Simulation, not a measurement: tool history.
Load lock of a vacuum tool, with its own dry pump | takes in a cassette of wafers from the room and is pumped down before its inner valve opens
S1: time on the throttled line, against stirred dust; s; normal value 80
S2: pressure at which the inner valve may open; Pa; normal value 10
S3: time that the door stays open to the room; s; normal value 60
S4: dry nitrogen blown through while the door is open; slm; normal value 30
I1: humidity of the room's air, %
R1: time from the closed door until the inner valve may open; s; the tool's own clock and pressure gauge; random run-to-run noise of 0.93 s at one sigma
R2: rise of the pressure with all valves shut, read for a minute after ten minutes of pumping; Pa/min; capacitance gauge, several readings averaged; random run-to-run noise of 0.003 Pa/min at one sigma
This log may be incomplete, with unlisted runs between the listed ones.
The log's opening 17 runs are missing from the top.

run    hour   S1  S2   S3  S4    I1     R1     R2
 18  1200.1   80  10   60  30  42.6  150.2  0.073
 19  1278.6   80  10   60  30  44.8  151.0  0.086
 20  1343.5   80  10   60  30  47.0  150.6  0.095
 21  1414.7   69  10   60  15  45.9  140.2  0.098
 22  1485.8   66  10   28  12  49.2  138.6  0.086
 23  1560.4   66  17  140   5  44.8  134.5  0.148
 24  1599.3   66  17  140   5  45.3  134.5  0.138
 25  1653.8   56   9  128  10  44.3  131.6  0.134
 26  1716.2  159   9  139  11  42.5  219.1  0.138
 27  1808.9   80  14   60  30  46.3  146.0  0.103
 28  1885.8   80   9   60   9  44.5  151.7  0.115
 29  1944.2   80   9   60   9  46.1  151.5  0.124
 30  2034.1   94  12  137   9  42.6  161.3  0.145
 31  2106.8   54  16  198  26  43.1  123.4  0.148
 32  2155.7   80  10   40  45  46.7  150.6  0.110
 33  2245.3   80  10   88  11  45.8  150.7  0.147
 34  2305.5   80  10   88  11  47.1  149.5  0.150
 35  2376.4  118  12   59  22  46.1  181.1  0.131
 36  2446.4   74  18   60  14  43.4  140.6  0.139
 37  2497.9   45  10   60  30  45.2  119.3  0.134

4 options for the next run, each taken on its own from the tool as it stands now. Forecast them:
  A  2541.2  100   9  60  30  48.0   ?   ?
  B  2541.2   80  10  60   6  47.4   ?   ?
  C  2541.2   80  10  60  29  43.4   ?   ?
  D  2541.2  143  13  95  30  43.4   ?   ?

run     R1     R2
  A  168.8  0.137
  B  149.6  0.154
  C  150.2  0.136
  D  200.7  0.141
Had the tool no hidden state, the same runs would have come out as:
run     R1     R2
  A  163.6  0.029
  B  144.4  0.045
  C  145.0  0.027
  D  196.4  0.033
